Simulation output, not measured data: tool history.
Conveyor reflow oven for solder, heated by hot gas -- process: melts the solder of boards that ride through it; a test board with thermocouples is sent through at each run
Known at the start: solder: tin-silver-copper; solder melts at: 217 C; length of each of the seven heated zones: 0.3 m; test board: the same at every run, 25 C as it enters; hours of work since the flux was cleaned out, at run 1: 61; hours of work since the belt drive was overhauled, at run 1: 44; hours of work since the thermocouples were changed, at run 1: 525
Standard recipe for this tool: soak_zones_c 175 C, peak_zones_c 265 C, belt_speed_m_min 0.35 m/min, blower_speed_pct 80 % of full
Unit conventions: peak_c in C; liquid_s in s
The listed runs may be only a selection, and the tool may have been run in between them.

| run | day | soak_zones_c | peak_zones_c | belt_speed_m_min | blower_speed_pct | hours of work since the flux was cleaned out | hours of work since the belt drive was overhauled | hours of work since the thermocouples were changed | peak_c | liquid_s |
|---|---|---|---|---|---|---|---|---|---|---|
| 1 | 0 | 175 | 265 | 0.35 | 80 | 61 | 44 | 525 | 257 | 84.2 |
| 2 | 0.342 | 175 | 265 | 0.35 | 80 | 67 | 50 | 531 | 257.2 | 84.3 |
| 3 | 0.725 | 175 | 265 | 0.35 | 80 | 73 | 56 | 537 | 256.7 | 84 |
| 4 | 1.012 | 175 | 265 | 0.35 | 80 | 78 | 61 | 542 | 256.4 | 83.4 |
| 5 | 1.275 | 175 | 265 | 0.35 | 80 | 82 | 65 | 546 | 256.8 | 83.7 |
| 6 | 1.442 | 175 | 265 | 0.35 | 80 | 85 | 68 | 549 | 256.3 | 83.5 |
| 7 | 1.771 | 175 | 269 | 0.35 | 80 | 90 | 73 | 554 | 260.5 | 86.2 |
| 8 | 1.975 | 175 | 269 | 0.35 | 80 | 94 | 76 | 558 | 260.4 | 85.4 |
| 9 | 2.279 | 175 | 265 | 0.35 | 80 | 99 | 81 | 563 | 257 | 83.6 |
| 10 | 2.608 | 175 | 265 | 0.35 | 80 | 104 | 87 | 568 | 256.7 | 83.3 |
| 11 | 2.779 | 175 | 265 | 0.299 | 80 | 107 | 90 | 571 | 259.8 | 101.6 |
| 12 | 2.942 | 165 | 265 | 0.363 | 80 | 109 | 92 | 573 | 254.6 | 74.4 |
| 13 | 3.183 | 165 | 265 | 0.38 | 80 | 113 | 96 | 577 | 253 | 69.8 |
| 14 | 3.429 | 165 | 276 | 0.396 | 80 | 117 | 100 | 581 | 261.9 | 72 |
| 15 | 3.812 | 165 | 276 | 0.396 | 80 | 124 | 107 | 588 | 261.6 | 71.7 |
| 16 | 4.092 | 168 | 276 | 0.396 | 76 | 128 | 111 | 592 | 261.5 | 72.8 |

For run 17, what comes out?
| 17 | 4.308 | 168 | 276 | 0.396 | 76 | 132 | 115 | 596 | ? | ? |

{"run 17": {"peak_c": 261.1, "liquid_s": 72.8}}
Without the tool's hidden state the same run would have given peak_c 260.9 C, liquid_s 72.7 s.
